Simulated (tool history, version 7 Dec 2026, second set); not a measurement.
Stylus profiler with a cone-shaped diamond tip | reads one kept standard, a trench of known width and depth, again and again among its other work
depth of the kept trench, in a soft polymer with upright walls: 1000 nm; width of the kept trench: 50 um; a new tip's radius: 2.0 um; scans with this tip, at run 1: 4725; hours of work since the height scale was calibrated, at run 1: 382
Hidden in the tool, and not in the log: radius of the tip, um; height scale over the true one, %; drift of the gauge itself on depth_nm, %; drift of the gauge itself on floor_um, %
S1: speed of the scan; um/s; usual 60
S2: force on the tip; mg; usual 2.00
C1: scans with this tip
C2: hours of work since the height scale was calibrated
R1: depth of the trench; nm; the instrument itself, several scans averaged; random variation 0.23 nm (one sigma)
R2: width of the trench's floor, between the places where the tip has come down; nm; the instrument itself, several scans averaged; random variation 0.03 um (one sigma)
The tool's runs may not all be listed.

{"run": 1, "hour": 0.0, "S1": 60, "S2": 2.0, "C1": 4725, "C2": 382, "R1": 1008.72, "R2": 46170}
{"run": 2, "hour": 30.4, "S1": 60, "S2": 2.0, "C1": 5025, "C2": 406, "R1": 1008.87, "R2": 46210}
{"run": 3, "hour": 63.9, "S1": 60, "S2": 2.0, "C1": 5356, "C2": 433, "R1": 1009.62, "R2": 46200}
{"run": 4, "hour": 88.0, "S1": 173, "S2": 2.0, "C1": 5593, "C2": 452, "R1": 1009.18, "R2": 45520}
{"run": 5, "hour": 112.5, "S1": 95, "S2": 2.0, "C1": 5835, "C2": 471, "R1": 1008.68, "R2": 45970}
{"run": 6, "hour": 140.2, "S1": 95, "S2": 2.0, "C1": 6109, "C2": 493, "R1": 1008.71, "R2": 45990}
{"run": 7, "hour": 160.5, "S1": 43, "S2": 2.46, "C1": 6309, "C2": 509, "R1": 1010.3, "R2": 46300}
{"run": 8, "hour": 183.3, "S1": 60, "S2": 1.18, "C1": 6534, "C2": 528, "R1": 1006.14, "R2": 46070}
{"run": 9, "hour": 218.1, "S1": 74, "S2": 1.57, "C1": 6877, "C2": 555, "R1": 1008.03, "R2": 46000}

Run 10 comes next. What will it give?
{"run": 10, "hour": 252.0, "S1": 67, "S2": 1.57, "C1": 7213, "C2": 582, "R1": "?", "R2": "?"}

R1: 1007.61 nm
R2: 46060 nm
Without the tool's hidden state the same run would have given R1 1007.64 nm, R2 46070 nm.

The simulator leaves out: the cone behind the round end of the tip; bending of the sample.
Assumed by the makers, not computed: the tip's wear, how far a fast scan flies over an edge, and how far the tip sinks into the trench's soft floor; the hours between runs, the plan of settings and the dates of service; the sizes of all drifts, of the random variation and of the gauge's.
